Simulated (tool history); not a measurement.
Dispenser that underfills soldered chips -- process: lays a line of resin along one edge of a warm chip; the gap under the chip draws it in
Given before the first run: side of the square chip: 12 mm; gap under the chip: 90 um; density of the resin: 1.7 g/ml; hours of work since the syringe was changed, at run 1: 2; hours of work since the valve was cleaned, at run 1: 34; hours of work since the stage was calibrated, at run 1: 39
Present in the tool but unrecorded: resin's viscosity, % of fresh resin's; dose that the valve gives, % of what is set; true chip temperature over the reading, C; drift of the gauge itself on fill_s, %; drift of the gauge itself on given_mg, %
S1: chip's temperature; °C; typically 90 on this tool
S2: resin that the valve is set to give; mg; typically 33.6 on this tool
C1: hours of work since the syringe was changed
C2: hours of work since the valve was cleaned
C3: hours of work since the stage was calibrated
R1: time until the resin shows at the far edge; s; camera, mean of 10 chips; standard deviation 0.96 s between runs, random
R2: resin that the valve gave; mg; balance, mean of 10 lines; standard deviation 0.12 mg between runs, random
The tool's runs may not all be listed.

run 1 day=0.000 | S1=90 S2=33.6 | C1=2 C2=34 C3=39 | R1=101.6 R2=33.22
run 2 day=0.138 | S1=90 S2=33.6 | C1=4 C2=37 C3=41 | R1=111.0 R2=32.94
run 3 day=0.292 | S1=90 S2=33.6 | C1=6 C2=39 C3=43 | R1=123.2 R2=33.10
run 4 day=0.400 | S1=90 S2=33.6 | C1=8 C2=41 C3=45 | R1=132.5 R2=32.89
run 5 day=0.546 | S1=90 S2=33.6 | C1=10 C2=43 C3=47 | R1=143.5 R2=32.81
-- day=0.654 new syringe of resin
run 6 day=0.750 | S1=99 S2=33.6 | C1=1 C2=46 C3=50 | R1=71.4 R2=32.89
run 7 day=0.912 | S1=99 S2=33.6 | C1=4 C2=48 C3=53 | R1=79.6 R2=33.02
run 8 day=1.004 | S1=99 S2=33.6 | C1=5 C2=50 C3=54 | R1=85.6 R2=32.68
run 9 day=1.092 | S1=90 S2=33.6 | C1=7 C2=51 C3=55 | R1=124.7 R2=32.90
run 10 day=1.279 | S1=97 S2=37.6 | C1=10 C2=54 C3=58 | R1=106.9 R2=36.83
run 11 day=1.396 | S1=97 S2=37.6 | C1=11 C2=56 C3=60 | R1=116.5 R2=36.85
-- day=1.454 dispensing valve cleaned and set on the balance
-- day=1.483 new syringe of resin
run 12 day=1.542 | S1=97 S2=37.6 | C1=1 C2=1 C3=61 | R1=72.2 R2=37.58
run 13 day=1.679 | S1=97 S2=37.6 | C1=3 C2=3 C3=64 | R1=77.5 R2=37.59
run 14 day=1.871 | S1=103 S2=29.1 | C1=6 C2=6 C3=67 | R1=76.8 R2=28.90
run 15 day=1.979 | S1=96 S2=35.7 | C1=8 C2=8 C3=68 | R1=98.8 R2=35.49
run 16 day=2.121 | S1=96 S2=35.7 | C1=10 C2=10 C3=70 | R1=110.0 R2=35.72
-- day=2.271 new syringe of resin
run 17 day=2.317 | S1=78 S2=38.4 | C1=1 C2=13 C3=73 | R1=146.9 R2=38.22

Here are 5 independent what-if runs from the current tool condition. What would each one return?
run A day=2.504 | S1=103 S2=33.6 | C1=4 C2=16 C3=76 | R1=? R2=?
run B day=2.504 | S1=90 S2=43.0 | C1=4 C2=16 C3=76 | R1=? R2=?
run C day=2.504 | S1=90 S2=31.6 | C1=4 C2=16 C3=76 | R1=? R2=?
run D day=2.504 | S1=92 S2=32.7 | C1=4 C2=16 C3=76 | R1=? R2=?
run E day=2.504 | S1=76 S2=43.5 | C1=4 C2=16 C3=76 | R1=? R2=?

run=A R1=68.5 R2=33.33
run=B R1=105.5 R2=42.67
run=C R1=109.4 R2=31.25
run=D R1=101.6 R2=32.55
run=E R1=181.5 R2=43.39
Without the tool's hidden state the same runs would have given:
run=A R1=57.6 R2=33.57
run=B R1=88.8 R2=42.97
run=C R1=92.1 R2=31.47
run=D R1=85.5 R2=32.79
run=E R1=153.0 R2=43.70
